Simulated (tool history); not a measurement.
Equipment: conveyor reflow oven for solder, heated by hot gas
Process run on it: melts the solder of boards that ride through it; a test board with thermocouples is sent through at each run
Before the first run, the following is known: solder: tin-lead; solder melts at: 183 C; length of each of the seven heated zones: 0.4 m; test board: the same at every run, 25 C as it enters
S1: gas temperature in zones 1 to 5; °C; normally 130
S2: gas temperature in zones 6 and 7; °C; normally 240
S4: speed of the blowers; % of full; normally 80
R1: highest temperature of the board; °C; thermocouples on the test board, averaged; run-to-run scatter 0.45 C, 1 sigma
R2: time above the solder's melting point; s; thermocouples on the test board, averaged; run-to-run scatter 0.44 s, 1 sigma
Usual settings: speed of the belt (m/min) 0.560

Run 1, hour 0.0: usual settings. Result: R1 219.8 °C, R2 65.0 s.
Run 2, hour 48.2: usual settings. Result: R1 219.7 °C, R2 64.2 s.
Run 3, hour 85.2: usual settings. Result: R1 219.5 °C, R2 63.1 s.
Run 4, hour 147.2: usual settings. Result: R1 219.7 °C, R2 63.8 s.
At hour 206.5: belt drive overhauled, speed set with a stopwatch.
Run 5, hour 206.5: usual settings. Result: R1 218.6 °C, R2 64.7 s.
Run 6, hour 272.8: usual settings. Result: R1 219.8 °C, R2 63.9 s.
At hour 338.8: belt drive overhauled, speed set with a stopwatch, once more.
Run 7, hour 340.3: usual settings but speed of the belt (m/min) 0.657. Result: R1 210.5 °C, R2 43.8 s.
Run 8, hour 386.5: usual settings but S2 243 °C. Result: R1 220.3 °C, R2 63.1 s.
Run 9, hour 427.7: usual settings but S4 76 % of full. Result: R1 215.6 °C, R2 59.3 s.
Run 10, hour 490.5: usual settings but speed of the belt (m/min) 0.478. Result: R1 223.2 °C, R2 77.0 s.
Run 11, hour 528.0: usual settings. Result: R1 217.5 °C, R2 59.4 s.
Run 12, hour 593.9: usual settings. Result: R1 216.7 °C, R2 58.7 s.
At hour 652.6: flux residue cleaned out of gas plates and filters.
Run 13, hour 674.7: usual settings. Result: R1 220.6 °C, R2 63.2 s.
Run 14, hour 738.7: usual settings. Result: R1 219.9 °C, R2 64.0 s.
At hour 804.7: thermocouples of zones 6 and 7 changed.
Run 15, hour 822.0: usual settings. Result: R1 217.9 °C, R2 60.4 s.
Run 16, hour 896.0: usual settings but S1 144 °C, S2 239 °C, speed of the belt (m/min) 0.663, S4 57 % of full. Result: R1 205.6 °C, R2 42.4 s.
Run 17, hour 948.5: usual settings but S2 232 °C, speed of the belt (m/min) 0.492, S4 82 % of full. Result: R1 216.2 °C, R2 68.3 s.
Run 18, hour 1002.9: usual settings but S1 142 °C, S2 232 °C, speed of the belt (m/min) 0.573, S4 85 % of full. Result: R1 212.3 °C, R2 60.0 s.
Run 19, hour 1083.9: usual settings but S2 245 °C, speed of the belt (m/min) 0.584. Result: R1 218.5 °C, R2 59.2 s.
Run 20, hour 1153.9: usual settings but S1 123 °C, S2 245 °C, speed of the belt (m/min) 0.584, S4 62 % of full. Result: R1 210.5 °C, R2 48.9 s.
Run 21, hour 1232.0: usual settings but S1 117 °C, S2 231 °C, speed of the belt (m/min) 0.455, S4 62 % of full. Result: R1 209.2 °C, R2 60.0 s.
Run 22, hour 1283.6: usual settings but S1 137 °C, S2 234 °C, speed of the belt (m/min) 0.597, S4 77 % of full. Result: R1 209.0 °C, R2 51.5 s.
At hour 1345.3: flux residue cleaned out of gas plates and filters.
Run 23, hour 1378.1: usual settings but S1 137 °C, S2 234 °C, speed of the belt (m/min) 0.597, S4 77 % of full. Result: R1 213.3 °C, R2 56.0 s.
Run 24, hour 1442.1: usual settings but S1 131 °C, S2 235 °C, speed of the belt (m/min) 0.566, S4 77 % of full. Result: R1 214.2 °C, R2 57.7 s.
Run 25, hour 1504.8: usual settings but S1 131 °C, S2 235 °C, speed of the belt (m/min) 0.566, S4 77 % of full. Result: R1 213.4 °C, R2 58.6 s.
Run 26, hour 1567.5: usual settings but S1 131 °C, S2 235 °C, speed of the belt (m/min) 0.566, S4 77 % of full. Result: R1 213.7 °C, R2 57.5 s.
Run 27, hour 1623.2: usual settings but S1 139 °C, S2 241 °C. Result: R1 222.0 °C, R2 68.2 s.
Run 28, hour 1712.7: usual settings but S2 234 °C, speed of the belt (m/min) 0.512, S4 52 % of full. Result: R1 208.3 °C, R2 55.3 s.
Run 29, hour 1755.9: usual settings but S2 234 °C, speed of the belt (m/min) 0.512, S4 52 % of full. Result: R1 208.1 °C, R2 54.3 s.

5 ways to go on from here, each from the tool as it stands after run 29. What would each give?
Run A, hour 1793.8: usual settings but S4 57 % of full. Result: R1 ?, R2 ?.
Run B, hour 1793.8: usual settings but S1 116 °C, speed of the belt (m/min) 0.553, S4 66 % of full. Result: R1 ?, R2 ?.
Run C, hour 1793.8: usual settings but S1 120 °C, S4 57 % of full. Result: R1 ?, R2 ?.
Run D, hour 1793.8: usual settings but S1 141 °C, speed of the belt (m/min) 0.553, S4 77 % of full. Result: R1 ?, R2 ?.
Run E, hour 1793.8: usual settings but S1 122 °C, S2 251 °C, speed of the belt (m/min) 0.512, S4 52 % of full. Result: R1 ?, R2 ?.

run     R1    R2
  A  210.4  53.5
  B  210.6  50.4
  C  207.4  47.2
  D  220.8  68.9
  E  219.2  65.2
Take away the tool's hidden state, keep each run's random variation, and the runs would have read:
run     R1    R2
  A  211.2  53.5
  B  211.7  50.9
  C  208.3  47.6
  D  221.7  68.5
  E  219.9  64.6
